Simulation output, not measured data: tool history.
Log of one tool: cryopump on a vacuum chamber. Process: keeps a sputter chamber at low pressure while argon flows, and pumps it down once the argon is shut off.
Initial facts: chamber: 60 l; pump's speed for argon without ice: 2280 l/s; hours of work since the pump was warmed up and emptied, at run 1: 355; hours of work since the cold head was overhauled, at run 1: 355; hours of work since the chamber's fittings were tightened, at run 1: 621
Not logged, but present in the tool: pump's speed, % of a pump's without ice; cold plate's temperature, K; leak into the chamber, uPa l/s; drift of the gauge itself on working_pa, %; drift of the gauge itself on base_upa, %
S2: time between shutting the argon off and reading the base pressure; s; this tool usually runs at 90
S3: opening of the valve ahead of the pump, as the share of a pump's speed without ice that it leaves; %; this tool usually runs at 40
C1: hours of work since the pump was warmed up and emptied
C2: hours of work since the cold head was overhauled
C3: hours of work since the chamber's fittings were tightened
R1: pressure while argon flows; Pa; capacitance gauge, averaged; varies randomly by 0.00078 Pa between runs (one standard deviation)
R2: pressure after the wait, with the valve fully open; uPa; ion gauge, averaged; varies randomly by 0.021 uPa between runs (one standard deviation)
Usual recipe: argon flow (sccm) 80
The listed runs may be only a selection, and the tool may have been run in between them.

Run 1, day 0.000: usual settings; C1 355; C2 355; C3 621. Result: R1 0.1543 Pa, R2 0.72 uPa.
Run 2, day 0.829: usual settings; C1 373; C2 373; C3 638. Result: R1 0.1547 Pa, R2 0.75 uPa.
Run 3, day 1.579: usual settings; C1 389; C2 389; C3 655. Result: R1 0.1539 Pa, R2 0.78 uPa.
Run 4, day 2.008: usual settings but argon flow (sccm) 76; C1 398; C2 398; C3 664. Result: R1 0.1459 Pa, R2 0.81 uPa.
Run 5, day 2.667: usual settings but argon flow (sccm) 76; C1 412; C2 412; C3 678. Result: R1 0.1462 Pa, R2 0.75 uPa.
Run 6, day 3.071: usual settings but argon flow (sccm) 76; C1 421; C2 421; C3 687. Result: R1 0.1470 Pa, R2 0.79 uPa.
Run 7, day 3.708: usual settings but S3 46 %; C1 435; C2 435; C3 700. Result: R1 0.1349 Pa, R2 0.77 uPa.
Run 8, day 4.054: usual settings but argon flow (sccm) 55; C1 442; C2 442; C3 708. Result: R1 0.1064 Pa, R2 0.80 uPa.
Run 9, day 4.696: usual settings but argon flow (sccm) 55; C1 456; C2 456; C3 722. Result: R1 0.1066 Pa, R2 0.75 uPa.
Run 10, day 5.508: usual settings but argon flow (sccm) 55; C1 474; C2 474; C3 739. Result: R1 0.1077 Pa, R2 0.79 uPa.
Run 11, day 6.233: usual settings but argon flow (sccm) 55; C1 489; C2 489; C3 755. Result: R1 0.1077 Pa, R2 0.82 uPa.
Run 12, day 6.808: usual settings but argon flow (sccm) 55; C1 502; C2 502; C3 767. Result: R1 0.1054 Pa, R2 0.86 uPa.
Run 13, day 7.492: usual settings but argon flow (sccm) 55; C1 516; C2 516; C3 782. Result: R1 0.1077 Pa, R2 0.84 uPa.
Run 14, day 8.079: usual settings but argon flow (sccm) 55; C1 529; C2 529; C3 795. Result: R1 0.1078 Pa, R2 0.88 uPa.
Run 15, day 8.554: usual settings but argon flow (sccm) 55; C1 539; C2 539; C3 805. Result: R1 0.1088 Pa, R2 0.84 uPa.
Run 16, day 9.129: usual settings but argon flow (sccm) 79, S2 168 s; C1 552; C2 552; C3 817. Result: R1 0.1544 Pa, R2 0.69 uPa.
Run 17, day 9.546: usual settings but argon flow (sccm) 114; C1 561; C2 561; C3 826. Result: R1 0.2219 Pa, R2 0.88 uPa.
Run 18, day 10.379: usual settings but S2 34 s, S3 21 %; C1 579; C2 579; C3 844. Result: R1 0.2933 Pa, R2 1.31 uPa.
Run 19, day 10.867: usual settings but S2 34 s, S3 21 %; C1 589; C2 589; C3 855. Result: R1 0.2898 Pa, R2 1.40 uPa.
Run 20, day 11.683: usual settings but argon flow (sccm) 35, S2 23 s, S3 35 %; C1 607; C2 607; C3 872. Result: R1 0.0777 Pa, R2 1.73 uPa.
Run 21, day 12.029: usual settings but argon flow (sccm) 35, S2 23 s, S3 35 %; C1 614; C2 614; C3 880. Result: R1 0.0788 Pa, R2 1.74 uPa.
Run 22, day 12.667: usual settings but argon flow (sccm) 134, S2 262 s, S3 16 %; C1 628; C2 628; C3 893. Result: R1 0.6373 Pa, R2 0.71 uPa.
Run 23, day 13.150: usual settings but argon flow (sccm) 134, S2 151 s, S3 16 %; C1 638; C2 638; C3 904. Result: R1 0.6356 Pa, R2 0.78 uPa.
Run 24, day 13.708: usual settings but argon flow (sccm) 45, S2 104 s, S3 16 %; C1 650; C2 650; C3 916. Result: R1 0.2152 Pa, R2 0.86 uPa.
Run 25, day 14.158: usual settings but argon flow (sccm) 45, S2 104 s, S3 16 %; C1 660; C2 660; C3 926. Result: R1 0.2143 Pa, R2 0.87 uPa.
Run 26, day 14.600: usual settings but argon flow (sccm) 45, S2 104 s, S3 16 %; C1 670; C2 670; C3 935. Result: R1 0.2127 Pa, R2 0.88 uPa.
Run 27, day 15.117: usual settings but S2 41 s, S3 15 %; C1 681; C2 681; C3 946. Result: R1 0.4064 Pa, R2 1.27 uPa.
Run 28, day 15.512: usual settings but argon flow (sccm) 74, S2 48 s, S3 58 %; C1 689; C2 689; C3 955. Result: R1 0.1051 Pa, R2 1.22 uPa.
Run 29, day 16.271: usual settings but argon flow (sccm) 52, S2 75 s, S3 24 %; C1 705; C2 705; C3 971. Result: R1 0.1694 Pa, R2 0.97 uPa.

3 ways to go on from here, each from the tool as it stands after run 29. What would each give?
Run A, day 16.983: usual settings but argon flow (sccm) 43; C1 721; C2 721; C3 986. Result: R1 ?, R2 ?.
Run B, day 16.983: usual settings but argon flow (sccm) 50, S2 35 s, S3 33 %; C1 721; C2 721; C3 986. Result: R1 ?, R2 ?.
Run C, day 16.983: usual settings but argon flow (sccm) 98, S2 75 s, S3 16 %; C1 721; C2 721; C3 986. Result: R1 ?, R2 ?.

run      R1    R2
  A  0.0858  0.96
  B  0.1180  1.39
  C  0.4630  1.02
What these runs would have given with no unlogged condition in the tool:
run      R1    R2
  A  0.0798  0.45
  B  0.1111  0.86
  C  0.4496  0.50

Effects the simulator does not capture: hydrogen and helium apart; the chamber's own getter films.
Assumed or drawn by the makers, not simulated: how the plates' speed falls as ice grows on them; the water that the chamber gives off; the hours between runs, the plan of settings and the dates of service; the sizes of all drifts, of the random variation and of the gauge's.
